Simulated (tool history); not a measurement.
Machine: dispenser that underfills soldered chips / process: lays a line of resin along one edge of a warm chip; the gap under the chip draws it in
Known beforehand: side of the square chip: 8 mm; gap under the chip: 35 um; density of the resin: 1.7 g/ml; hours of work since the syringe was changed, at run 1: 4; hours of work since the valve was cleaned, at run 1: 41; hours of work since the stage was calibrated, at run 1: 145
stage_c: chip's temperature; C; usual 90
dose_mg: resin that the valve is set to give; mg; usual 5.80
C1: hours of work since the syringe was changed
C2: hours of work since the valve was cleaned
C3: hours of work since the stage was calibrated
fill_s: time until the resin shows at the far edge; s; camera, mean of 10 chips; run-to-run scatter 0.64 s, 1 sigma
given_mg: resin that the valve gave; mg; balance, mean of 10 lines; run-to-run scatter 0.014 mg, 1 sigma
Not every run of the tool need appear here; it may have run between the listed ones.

Run 1, hour 0.0: usual settings; C1 4; C2 41; C3 145. Result: fill_s 73.3 s, given_mg 5.65 mg.
At hour 6.4: new syringe of resin.
Run 2, hour 8.3: usual settings; C1 1; C2 46; C3 150. Result: fill_s 61.2 s, given_mg 5.65 mg.
At hour 12.4: dispensing valve cleaned and set on the balance.
Run 3, hour 14.0: usual settings but stage_c 78 C; C1 4; C2 1; C3 153. Result: fill_s 105.3 s, given_mg 5.79 mg.
At hour 20.4: new syringe of resin.
Run 4, hour 20.5: usual settings but stage_c 78 C; C1 0; C2 5; C3 158. Result: fill_s 85.9 s, given_mg 5.79 mg.
Run 5, hour 24.9: usual settings; C1 3; C2 8; C3 160. Result: fill_s 68.5 s, given_mg 5.81 mg.
Run 6, hour 30.5: usual settings; C1 6; C2 11; C3 164. Result: fill_s 87.3 s, given_mg 5.77 mg.
At hour 33.0: new syringe of resin.
Run 7, hour 37.7: usual settings; C1 3; C2 16; C3 168. Result: fill_s 67.7 s, given_mg 5.76 mg.
Run 8, hour 43.4: usual settings; C1 7; C2 19; C3 172. Result: fill_s 84.2 s, given_mg 5.73 mg.
At hour 45.7: new syringe of resin.
Run 9, hour 48.7: usual settings; C1 2; C2 23; C3 175. Result: fill_s 62.9 s, given_mg 5.74 mg.
Run 10, hour 53.0: usual settings; C1 5; C2 25; C3 178. Result: fill_s 74.2 s, given_mg 5.69 mg.
At hour 58.3: new syringe of resin.
Run 11, hour 61.1: usual settings; C1 2; C2 30; C3 183. Result: fill_s 64.1 s, given_mg 5.70 mg.
Run 12, hour 65.3: usual settings; C1 4; C2 33; C3 186. Result: fill_s 76.5 s, given_mg 5.68 mg.
At hour 71.2: new syringe of resin.
Run 13, hour 72.6: usual settings; C1 1; C2 38; C3 190. Result: fill_s 60.1 s, given_mg 5.68 mg.
Run 14, hour 77.6: usual settings; C1 4; C2 41; C3 193. Result: fill_s 73.5 s, given_mg 5.65 mg.
At hour 84.1: new syringe of resin.
Run 15, hour 86.1: usual settings but dose_mg 5.10 mg; C1 1; C2 46; C3 199. Result: fill_s 63.9 s, given_mg 4.96 mg.
At hour 89.9: dispensing valve cleaned and set on the balance.
Run 16, hour 93.1: usual settings but stage_c 76 C, dose_mg 5.92 mg; C1 5; C2 2; C3 202. Result: fill_s 119.0 s, given_mg 5.91 mg.
At hour 98.0: new syringe of resin.
Run 17, hour 99.3: usual settings but stage_c 93 C, dose_mg 5.36 mg; C1 1; C2 6; C3 206. Result: fill_s 56.2 s, given_mg 5.33 mg.
Run 18, hour 105.9: usual settings but stage_c 86 C, dose_mg 7.07 mg; C1 5; C2 10; C3 211. Result: fill_s 84.9 s, given_mg 7.03 mg.
At hour 110.6: new syringe of resin.
Run 19, hour 114.4: usual settings but stage_c 86 C, dose_mg 7.07 mg; C1 2; C2 15; C3 216. Result: fill_s 72.3 s, given_mg 7.06 mg.
Run 20, hour 121.9: usual settings but stage_c 86 C, dose_mg 7.07 mg; C1 7; C2 20; C3 221. Result: fill_s 97.1 s, given_mg 6.97 mg.
At hour 123.5: new syringe of resin.
Run 21, hour 127.5: usual settings but stage_c 85 C, dose_mg 5.12 mg; C1 3; C2 24; C3 224. Result: fill_s 79.0 s, given_mg 5.07 mg.
At hour 136.4: new syringe of resin.
Run 22, hour 137.4: usual settings but stage_c 85 C, dose_mg 5.12 mg; C1 1; C2 30; C3 230. Result: fill_s 69.3 s, given_mg 5.04 mg.
Run 23, hour 147.0: usual settings but stage_c 104 C, dose_mg 5.43 mg; C1 7; C2 36; C3 236. Result: fill_s 57.7 s, given_mg 5.32 mg.
At hour 149.1: new syringe of resin.
Run 24, hour 154.7: usual settings but stage_c 94 C, dose_mg 7.40 mg; C1 4; C2 41; C3 241. Result: fill_s 60.6 s, given_mg 7.21 mg.
Run 25, hour 160.5: usual settings but stage_c 94 C, dose_mg 7.40 mg; C1 7; C2 44; C3 245. Result: fill_s 75.3 s, given_mg 7.18 mg.
At hour 162.2: new syringe of resin.
At hour 167.4: dispensing valve cleaned and set on the balance.
Run 26, hour 171.4: usual settings but stage_c 81 C, dose_mg 7.04 mg; C1 5; C2 3; C3 251. Result: fill_s 103.5 s, given_mg 7.02 mg.
At hour 175.9: new syringe of resin.
Run 27, hour 180.3: usual settings but stage_c 81 C, dose_mg 7.04 mg; C1 3; C2 8; C3 256. Result: fill_s 89.5 s, given_mg 6.98 mg.
Run 28, hour 186.5: usual settings but stage_c 81 C, dose_mg 7.04 mg; C1 7; C2 12; C3 260. Result: fill_s 113.0 s, given_mg 6.98 mg.
At hour 188.4: new syringe of resin.
Run 29, hour 192.9: usual settings but stage_c 94 C, dose_mg 6.64 mg; C1 3; C2 16; C3 264. Result: fill_s 57.2 s, given_mg 6.56 mg.

Hidden condition of the tool, last listed run before each entry between runs versus first listed run after:
After run 1, before run 2: new syringe of resin (hour 6.4)
  resin's viscosity, % of fresh resin's: 128.8 -> 107.5; dose that the valve gives, % of what is set: 97.5 -> 97.18; true chip temperature over the reading, C: 0.13 -> 0.14
  measured value less the no-hidden-state value, fill_s: +16.4 -> +4.3 s; given_mg: -0.15 -> -0.16 mg
After run 2, before run 3: dispensing valve cleaned and set on the balance (hour 12.4)
  resin's viscosity, % of fresh resin's: 107.5 -> 129.1; dose that the valve gives, % of what is set: 97.18 -> 99.94; true chip temperature over the reading, C: 0.14 -> 0.15
  measured value less the no-hidden-state value, fill_s: +4.3 -> +23.4 s; given_mg: -0.16 -> +0.00 mg
After run 3, before run 4: new syringe of resin (hour 20.4)
  resin's viscosity, % of fresh resin's: 129.1 -> 103.1; dose that the valve gives, % of what is set: 99.94 -> 99.72; true chip temperature over the reading, C: 0.15 -> 0.16
  measured value less the no-hidden-state value, fill_s: +23.4 -> +2.1 s; given_mg: +0.00 -> -0.02 mg
After run 6, before run 7: new syringe of resin (hour 33.0)
  resin's viscosity, % of fresh resin's: 152 -> 118.4; dose that the valve gives, % of what is set: 99.34 -> 99.08; true chip temperature over the reading, C: 0.17 -> 0.18
  measured value less the no-hidden-state value, fill_s: +29.4 -> +10.2 s; given_mg: -0.04 -> -0.05 mg
After run 8, before run 9: new syringe of resin (hour 45.7)
  resin's viscosity, % of fresh resin's: 147.7 -> 109.8; dose that the valve gives, % of what is set: 98.89 -> 98.7; true chip temperature over the reading, C: 0.19 -> 0.2
  measured value less the no-hidden-state value, fill_s: +27.1 -> +5.3 s; given_mg: -0.06 -> -0.07 mg
After run 10, before run 11: new syringe of resin (hour 58.3)
  resin's viscosity, % of fresh resin's: 129.8 -> 112.3; dose that the valve gives, % of what is set: 98.53 -> 98.22; true chip temperature over the reading, C: 0.21 -> 0.22
  measured value less the no-hidden-state value, fill_s: +16.8 -> +6.8 s; given_mg: -0.09 -> -0.11 mg
After run 12, before run 13: new syringe of resin (hour 71.2)
  resin's viscosity, % of fresh resin's: 132.5 -> 105.1; dose that the valve gives, % of what is set: 98.05 -> 97.79; true chip temperature over the reading, C: 0.22 -> 0.24
  measured value less the no-hidden-state value, fill_s: +18.6 -> +2.8 s; given_mg: -0.11 -> -0.12 mg
After run 14, before run 15: new syringe of resin (hour 84.1)
  resin's viscosity, % of fresh resin's: 128 -> 107.6; dose that the valve gives, % of what is set: 97.59 -> 97.31; true chip temperature over the reading, C: 0.24 -> 0.26
  measured value less the no-hidden-state value, fill_s: +15.9 -> +4.5 s; given_mg: -0.14 -> -0.13 mg
After run 15, before run 16: dispensing valve cleaned and set on the balance (hour 89.9)
  resin's viscosity, % of fresh resin's: 107.6 -> 135.9; dose that the valve gives, % of what is set: 97.31 -> 99.9
  measured value less the no-hidden-state value, fill_s: +4.5 -> +30.7 s; given_mg: -0.13 -> -0.01 mg
After run 16, before run 17: new syringe of resin (hour 98.0)
  resin's viscosity, % of fresh resin's: 135.9 -> 105.4; dose that the valve gives, % of what is set: 99.9 -> 99.7; true chip temperature over the reading, C: 0.26 -> 0.27
  measured value less the no-hidden-state value, fill_s: +30.7 -> +2.4 s; given_mg: -0.01 -> -0.02 mg
After run 18, before run 19: new syringe of resin (hour 110.6)
  resin's viscosity, % of fresh resin's: 136.6 -> 115.2; dose that the valve gives, % of what is set: 99.44 -> 99.12; true chip temperature over the reading, C: 0.28 -> 0.3
  measured value less the no-hidden-state value, fill_s: +22.2 -> +8.9 s; given_mg: -0.04 -> -0.06 mg
After run 20, before run 21: new syringe of resin (hour 123.5)
  resin's viscosity, % of fresh resin's: 154.7 -> 115.5; dose that the valve gives, % of what is set: 98.83 -> 98.61; true chip temperature over the reading, C: 0.31 -> 0.32
  measured value less the no-hidden-state value, fill_s: +33.8 -> +10.1 s; given_mg: -0.09 -> -0.07 mg
After run 21, before run 22: new syringe of resin (hour 136.4)
  resin's viscosity, % of fresh resin's: 115.5 -> 103.1; dose that the valve gives, % of what is set: 98.61 -> 98.25; true chip temperature over the reading, C: 0.32 -> 0.33
  measured value less the no-hidden-state value, fill_s: +10.1 -> +1.7 s; given_mg: -0.07 -> -0.09 mg
After run 23, before run 24: new syringe of resin (hour 149.1)
  resin's viscosity, % of fresh resin's: 150 -> 123.1; dose that the valve gives, % of what is set: 97.86 -> 97.57; true chip temperature over the reading, C: 0.34 -> 0.36
  measured value less the no-hidden-state value, fill_s: +19.0 -> +10.8 s; given_mg: -0.11 -> -0.18 mg
After run 25, before run 26: new syringe of resin (hour 162.2); dispensing valve cleaned and set on the balance (hour 167.4)
  resin's viscosity, % of fresh resin's: 154.5 -> 139.2; dose that the valve gives, % of what is set: 97.34 -> 99.82; true chip temperature over the reading, C: 0.36 -> 0.38
  measured value less the no-hidden-state value, fill_s: +26.0 -> +28.3 s; given_mg: -0.20 -> -0.02 mg
After run 26, before run 27: new syringe of resin (hour 175.9)
  resin's viscosity, % of fresh resin's: 139.2 -> 119; dose that the valve gives, % of what is set: 99.82 -> 99.48; true chip temperature over the reading, C: 0.38 -> 0.39
  measured value less the no-hidden-state value, fill_s: +28.3 -> +13.4 s; given_mg: -0.02 -> -0.04 mg
After run 28, before run 29: new syringe of resin (hour 188.4)
  resin's viscosity, % of fresh resin's: 151.6 -> 117.5; dose that the valve gives, % of what is set: 99.25 -> 98.99; true chip temperature over the reading, C: 0.4 -> 0.41
  measured value less the no-hidden-state value, fill_s: +37.5 -> +8.0 s; given_mg: -0.06 -> -0.07 mg

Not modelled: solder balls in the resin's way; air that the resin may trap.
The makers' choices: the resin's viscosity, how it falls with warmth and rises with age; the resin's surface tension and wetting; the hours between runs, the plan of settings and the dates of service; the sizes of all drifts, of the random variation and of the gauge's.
